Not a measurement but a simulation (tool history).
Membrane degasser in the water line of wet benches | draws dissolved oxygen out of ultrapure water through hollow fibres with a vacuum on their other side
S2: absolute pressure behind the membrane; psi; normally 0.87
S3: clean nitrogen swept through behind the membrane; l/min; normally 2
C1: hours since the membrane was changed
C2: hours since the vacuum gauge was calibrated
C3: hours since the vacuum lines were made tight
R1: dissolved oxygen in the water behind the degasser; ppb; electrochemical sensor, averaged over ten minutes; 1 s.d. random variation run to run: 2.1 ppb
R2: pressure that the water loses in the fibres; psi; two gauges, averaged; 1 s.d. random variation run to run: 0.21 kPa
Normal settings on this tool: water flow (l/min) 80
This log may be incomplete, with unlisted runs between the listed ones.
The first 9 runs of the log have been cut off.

Run 10, hour 2634.4: usual settings but water flow (l/min) 82; C1 16760; C2 1547; C3 7962. Result: R1 269 ppb, R2 8.411 psi.
Run 11, hour 2812: usual settings; C1 16937; C2 1725; C3 8139. Result: R1 261.8 ppb, R2 8.183 psi.
Run 12, hour 3041.6: usual settings but S2 1.584 psi; C1 17167; C2 1954; C3 8369. Result: R1 625 ppb, R2 8.173 psi.
Run 13, hour 3251: usual settings but S2 1.584 psi; C1 17376; C2 2164; C3 8578. Result: R1 630.2 ppb, R2 8.216 psi.
Run 14, hour 3424: usual settings but S2 1.584 psi; C1 17549; C2 2337; C3 8751. Result: R1 627 ppb, R2 8.241 psi.
Run 15, hour 3714.1: usual settings but S2 1.584 psi; C1 17839; C2 2627; C3 9041. Result: R1 640.4 ppb, R2 8.287 psi.
Run 16, hour 3897.8: usual settings but S2 1.584 psi; C1 18023; C2 2810; C3 9225. Result: R1 632.3 ppb, R2 8.293 psi.
Run 17, hour 4146.3: usual settings but S2 1.584 psi; C1 18272; C2 3059; C3 9474. Result: R1 629.7 ppb, R2 8.267 psi.
Run 18, hour 4380.1: usual settings but S2 1.255 psi; C1 18505; C2 3293; C3 9707. Result: R1 476.2 ppb, R2 8.343 psi.
Run 19, hour 4652.6: usual settings but S2 1.255 psi; C1 18778; C2 3565; C3 9980. Result: R1 469.6 ppb, R2 8.356 psi.
Run 20, hour 4806.9: usual settings but S2 1.255 psi; C1 18932; C2 3720; C3 10134. Result: R1 480.5 ppb, R2 8.308 psi.
At hour 4905.1: seals of the vacuum lines changed.
At hour 5008.9: vacuum gauge calibrated.
Run 21, hour 5051.7: usual settings but water flow (l/min) 124, S2 0.802 psi; C1 19174; C2 43; C3 146. Result: R1 354.6 ppb, R2 12.981 psi.
Run 22, hour 5285.9: usual settings but water flow (l/min) 66, S2 0.676 psi, S3 1.02 l/min; C1 19409; C2 277; C3 380. Result: R1 192.1 ppb, R2 6.898 psi.
Run 23, hour 5609.5: usual settings but water flow (l/min) 124, S2 0.869 psi, S3 1.21 l/min; C1 19732; C2 601; C3 704. Result: R1 522.5 ppb, R2 12.946 psi.
Run 24, hour 5937: usual settings but water flow (l/min) 124, S2 0.869 psi, S3 1.21 l/min; C1 20060; C2 928; C3 1031. Result: R1 536.4 ppb, R2 12.987 psi.
Run 25, hour 6263.5: usual settings but water flow (l/min) 103, S3 0.84 l/min; C1 20386; C2 1255; C3 1358. Result: R1 551.1 ppb, R2 10.779 psi.
Run 26, hour 6555: usual settings but water flow (l/min) 103, S3 0.84 l/min; C1 20678; C2 1546; C3 1649. Result: R1 552.6 ppb, R2 10.802 psi.
Run 27, hour 6778.8: usual settings but water flow (l/min) 103, S3 0.84 l/min; C1 20902; C2 1770; C3 1873. Result: R1 546.3 ppb, R2 10.846 psi.
Run 28, hour 6939.4: usual settings but water flow (l/min) 103, S3 0.84 l/min; C1 21062; C2 1931; C3 2034. Result: R1 561.7 ppb, R2 10.905 psi.
Run 29, hour 7119.5: usual settings but water flow (l/min) 103, S3 0.84 l/min; C1 21242; C2 2111; C3 2214. Result: R1 560 ppb, R2 10.827 psi.
Run 30, hour 7324.6: usual settings but water flow (l/min) 56, S3 1.62 l/min; C1 21447; C2 2316; C3 2419. Result: R1 225.1 ppb, R2 5.896 psi.
Run 31, hour 7494.2: usual settings but water flow (l/min) 57; C1 21617; C2 2485; C3 2589. Result: R1 191.8 ppb, R2 6.054 psi.

Branching from run 31: 3 alternative next runs. What would each branch give?
Run A, hour 7817.2: usual settings but water flow (l/min) 99, S2 0.812 psi, S3 2.54 l/min; C1 21940; C2 2808; C3 2912. Result: R1 ?, R2 ?.
Run B, hour 7817.2: usual settings but water flow (l/min) 79, S2 1.688 psi, S3 4.65 l/min; C1 21940; C2 2808; C3 2912. Result: R1 ?, R2 ?.
Run C, hour 7817.2: usual settings but water flow (l/min) 79, S2 0.921 psi, S3 2.93 l/min; C1 21940; C2 2808; C3 2912. Result: R1 ?, R2 ?.

run     R1      R2
  A    271  10.514
  B  361.8    8.37
  C  233.2   8.359
The same runs, with their run-to-run variation unchanged, on a tool lacking any hidden condition would have given:
run     R1     R2
  A  224.5  9.136
  B  333.3  7.269
  C  201.5  7.261

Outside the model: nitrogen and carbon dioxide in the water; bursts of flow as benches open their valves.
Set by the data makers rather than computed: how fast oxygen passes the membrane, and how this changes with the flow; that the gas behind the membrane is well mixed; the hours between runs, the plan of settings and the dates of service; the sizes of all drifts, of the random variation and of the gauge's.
